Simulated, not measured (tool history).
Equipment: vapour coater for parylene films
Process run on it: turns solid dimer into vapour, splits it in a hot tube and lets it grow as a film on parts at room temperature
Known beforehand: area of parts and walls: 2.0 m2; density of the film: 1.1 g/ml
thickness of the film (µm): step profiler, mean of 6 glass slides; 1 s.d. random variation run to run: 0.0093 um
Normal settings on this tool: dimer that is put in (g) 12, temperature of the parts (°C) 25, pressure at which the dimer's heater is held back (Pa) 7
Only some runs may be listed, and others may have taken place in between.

run,day,dimer that is put in (g),temperature of the parts (°C),pressure at which the dimer's heater is held back (Pa),thickness of the film (µm)
1,0,12,25,7,2.936
2,1.092,12,25,7,2.966
3,2.142,12,25,7,2.945
4,3.138,12,27,7,2.851
5,3.779,12,25,7,2.936
6,4.467,12,25,7,2.926
7,5.767,12,25,7,2.929
8,6.679,14,25,7,3.425
9,7.846,14,25,7,3.423
10,8.45,14,25,7,3.421
11,9.754,14,25,7,3.422
12,10.746,14,25,3.43,3.612
13,11.725,14,25,3.43,3.579
14,12.458,12,25,3.59,3.053
15,13.492,12,25,3.59,3.057
16,14.433,12,25,3.59,3.063
17,15.067,12,25,7,2.934
18,16.167,12,25,7,2.909
19,17.104,12,25,7,2.927
20,17.917,12,22,7,3.063
# day 18.442: trap's valve overhauled
21,19.425,9,25,7,2.18
22,20.212,9,25,7,2.19
23,20.842,9,25,7,2.186
24,22.046,9,25,7,2.183
25,22.808,14,34,10.92,2.874
26,23.554,14,34,10.92,2.857
27,24.117,12,25,7.07,2.895
28,24.738,12,25,7.07,2.905
29,25.412,7,20,7,1.838
30,26.417,7,20,4.09,1.906
31,27.462,12,20,4.26,3.258
32,28.65,22,34,4.26,4.794
33,29.596,12,25,8.77,2.854
34,30.65,12,25,8.77,2.871
35,31.875,12,25,8.77,2.858
# day 32.654: gauge calibrated
36,32.988,12,31,2.21,2.903
37,33.708,12,31,2.21,2.908
38,34.996,16,30,7,3.61
39,36.238,5,22,2.62,1.374
40,37.304,13,25,4.42,3.289
41,38.146,22,28,2.04,5.57

3 options for the next run, each taken on its own from the tool as it stands now. Forecast them:
A,39.479,7,25,7,?
B,39.479,17,25,7,?
C,39.479,12,28,4.52,?

run,thickness of the film (µm)
A,1.699
B,4.171
C,2.883
Without the tool's hidden state the same runs would have given:
run,thickness of the film (µm)
A,1.706
B,4.188
C,2.895
